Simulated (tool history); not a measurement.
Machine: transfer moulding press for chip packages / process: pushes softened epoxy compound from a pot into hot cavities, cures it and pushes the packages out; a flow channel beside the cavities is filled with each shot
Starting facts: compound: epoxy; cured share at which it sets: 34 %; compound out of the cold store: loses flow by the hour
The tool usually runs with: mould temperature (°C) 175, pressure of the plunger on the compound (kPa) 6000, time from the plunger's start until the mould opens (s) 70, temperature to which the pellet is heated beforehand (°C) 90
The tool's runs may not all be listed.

run    hour  mould temperature (°C)  pressure of the plunger on the compound (kPa)  time from the plunger's start until the mould opens (s)  temperature to which the pellet is heated beforehand (°C)  incoming compound's hours out of the cold store  length that the compound runs in the flow channel (mm)  greatest force on the pins that push the packages out (N)
  1     0.0                     175                                           6000                                                       70                                                         90                                             42.1                                                     514                                                        353
       33.5  -- cavities cleaned with cleaning compound and waxed
  2    40.0                     175                                           6000                                                       70                                                         85                                             29.1                                                     546                                                        314
  3    84.0                     175                                           6000                                                       70                                                         85                                              8.6                                                     606                                                        486
       91.8  -- cavities cleaned with cleaning compound and waxed
  4   140.5                     172                                           6000                                                       70                                                         90                                             37.9                                                     523                                                        538
      154.3  -- cavities cleaned with cleaning compound and waxed
  5   187.4                     172                                           6000                                                       70                                                         90                                             36.6                                                     527                                                        469
      214.7  -- cavities cleaned with cleaning compound and waxed
      235.7  -- plunger's sealing rings changed
  6   239.9                     175                                           6520                                                       70                                                         90                                             22.4                                                     600                                                        383
      274.8  -- cavities cleaned with cleaning compound and waxed
  7   316.1                     175                                           6000                                                       70                                                         90                                             35.8                                                     534                                                        420
      334.4  -- cavities cleaned with cleaning compound and waxed
  8   381.0                     183                                           6000                                                       70                                                         90                                             16.1                                                     576                                                        317
      396.9  -- cavities cleaned with cleaning compound and waxed
  9   443.5                     175                                           5400                                                       70                                                         90                                             43.6                                                     483                                                        427
      458.6  -- cavities cleaned with cleaning compound and waxed
      518.9  -- cavities cleaned with cleaning compound and waxed
 10   518.9                     175                                           5400                                                       70                                                         90                                             45.6                                                     478                                                        265
      576.8  -- cavities cleaned with cleaning compound and waxed
 11   585.4                     175                                           6000                                                       74                                                         90                                              9.6                                                     603                                                        294
      634.7  -- cavities cleaned with cleaning compound and waxed
 12   634.7                     175                                           6000                                                       74                                                         90                                             15.8                                                     581                                                        260
 13   679.3                     175                                           6000                                                       52                                                         90                                             32.9                                                     531                                                        970
      692.3  -- cavities cleaned with cleaning compound and waxed
      727.6  -- plunger's sealing rings changed
 14   739.9                     175                                           6350                                                       70                                                         91                                             23.4                                                     588                                                        458
      752.8  -- cavities cleaned with cleaning compound and waxed
 15   798.3                     175                                           6180                                                       70                                                         85                                             27.5                                                     568                                                        457
      810.9  -- cavities cleaned with cleaning compound and waxed
 16   865.0                     169                                           4920                                                       56                                                         94                                             16.0                                                     545                                                       1275
      870.5  -- cavities cleaned with cleaning compound and waxed
 17   925.3                     182                                           6000                                                       63                                                         90                                             26.6                                                     546                                                        397
      930.4  -- cavities cleaned with cleaning compound and waxed
 18   963.1                     182                                           6000                                                       63                                                         90                                             42.0                                                     506                                                        326
      992.0  -- cavities cleaned with cleaning compound and waxed
 19  1041.2                     168                                           6000                                                       70                                                         93                                              9.3                                                     619                                                        851
     1050.1  -- cavities cleaned with cleaning compound and waxed
 20  1099.1                     168                                           6000                                                       70                                                         93                                             26.1                                                     567                                                        763
     1109.8  -- cavities cleaned with cleaning compound and waxed
 21  1152.8                     168                                           6000                                                       70                                                         93                                             10.2                                                     613                                                        851
     1172.1  -- cavities cleaned with cleaning compound and waxed
 22  1207.6                     168                                           6000                                                       70                                                         93                                             25.0                                                     566                                                        715
     1219.3  -- plunger's sealing rings changed
     1234.1  -- cavities cleaned with cleaning compound and waxed
 23  1265.4                     168                                           6000                                                       70                                                         93                                             25.6                                                     576                                                        694
     1296.1  -- cavities cleaned with cleaning compound and waxed
 24  1340.9                     181                                           5780                                                      101                                                        100                                             23.6                                                     545                                                        282
     1355.5  -- cavities cleaned with cleaning compound and waxed
 25  1387.3                     181                                           5780                                                      104                                                         92                                             42.3                                                     496                                                        251
     1403.9  -- mould's thermocouples calibrated
     1415.9  -- cavities cleaned with cleaning compound and waxed
 26  1448.1                     177                                           6900                                                       74                                                         98                                             10.0                                                     641                                                        325

A few steps of length that the compound runs in the flow channel (mm) between consecutive runs. Split each: what settings, incoming material and random variation would produce without the hidden state, and what is left over for the hidden state, along with gauge scatter present in only one of the two compared results (measured, and without hidden state):
Hidden conditions of the tool in this case: true mould temperature over the reading, C; pressure that reaches the compound, % of what is set; grip of the stained cavities, % over clean ones'; drift of the gauge itself on flow_mm, %; drift of the gauge itself on push_out_n, %.
Run 10 -> 11: pressure of the plunger on the compound (kPa) 5400 -> 6000, time from the plunger's start until the mould opens (s) 70 -> 74, cavities cleaned with cleaning compound and waxed. length that the compound runs in the flow channel (mm) +125: hidden state -5, all else +130.
Run 13 -> 14: pressure of the plunger on the compound (kPa) 6000 -> 6350, time from the plunger's start until the mould opens (s) 52 -> 70, temperature to which the pellet is heated beforehand (°C) 90 -> 91, cavities cleaned with cleaning compound and waxed, plunger's sealing rings changed. length that the compound runs in the flow channel (mm) +57: hidden state +14, all else +43.
Run 22 -> 23: plunger's sealing rings changed, cavities cleaned with cleaning compound and waxed. length that the compound runs in the flow channel (mm) +10: hidden state +14, all else -4.
Run 25 -> 26: mould temperature (°C) 181 -> 177, pressure of the plunger on the compound (kPa) 5780 -> 6900, time from the plunger's start until the mould opens (s) 104 -> 74, temperature to which the pellet is heated beforehand (°C) 92 -> 98, mould's thermocouples calibrated, cavities cleaned with cleaning compound and waxed. length that the compound runs in the flow channel (mm) +145: hidden state -6, all else +151.
